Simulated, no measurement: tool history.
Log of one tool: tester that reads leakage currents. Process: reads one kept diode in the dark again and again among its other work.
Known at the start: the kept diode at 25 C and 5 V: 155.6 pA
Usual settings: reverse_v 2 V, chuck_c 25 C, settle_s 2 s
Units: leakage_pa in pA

run    hour  reverse_v  chuck_c  settle_s  leakage_pa
  1       0          2       25         2       106.4
  2    79.9          2       33         2      198.58
  3   151.6          2       33         2      197.97
  4     189          2       25         2      105.71
  5   243.4          2       25      1.04      105.99
  6   323.6      18.52       25         2      272.29
  7   374.5       1.06       25         2        81.4
  8   447.9          2       25         2      105.84
  9   511.6          2       25         2      106.38
 10   548.1          2       25         2      106.62
 11   618.8          2       34         2       213.2
      636.6  -- chuck's temperature calibrated
 12   704.2          2       34         2      214.37
 13   747.9          2       34         2      214.31
 14   809.7          2       25         2      106.03
 15   873.5          2       25      0.94      106.15
 16   915.5          2       24         2       97.61
 17  1000.1          2       24         2       98.11
 18  1079.5          2       24         2       97.97
 19  1158.6          2       24         2       98.16
 20  1226.7          2       24         2        98.4
 21  1315.1       5.99       25      1.04      168.62
 22  1357.7       2.62       26      0.86       128.8
 23  1436.6       2.03       25      0.35      107.92
 24  1477.1       2.03       25      5.85      106.48
     1522.1  -- chuck's temperature calibrated
 25  1566.1       1.31       52       6.4      648.11
 26  1632.5       7.74       46      5.92      907.08
 27  1683.2       7.74       26      0.34      206.06
 28  1770.4       3.79       42      3.26      505.76
     1802.6  -- tester calibrated
 29  1833.2      16.08       25      7.43      255.23
 30    1895       3.55       22      1.54      105.93
 31  1971.5       1.41       45      8.03      411.86
 32  2046.9       1.41       45      8.03      411.19
 33  2125.4       2.22       30      6.08      164.36
 34    2165       2.22       30      6.08      164.23
 35  2213.3       1.23       30      1.31       128.2
 36  2265.8       2.91       30      0.63      185.26
 37  2326.6       2.91       30      0.63      185.48
     2410.9  -- chuck's temperature calibrated
 38  2417.4          2       25      0.79         106
 39  2465.1       5.77       22      0.87      130.49

3 ways to go on from here, each from the tool as it stands after run 39. What would each give?
  A  2520.2       1.51       44         2           ?
  B  2520.2       2.99       52      1.43           ?
  C  2520.2       5.77       22      2.79           ?

run  leakage_pa
  A      396.16
  B      915.81
  C       129.8
Without the tool's hidden state the same runs would have given:
run  leakage_pa
  A      396.12
  B      915.72
  C      129.76
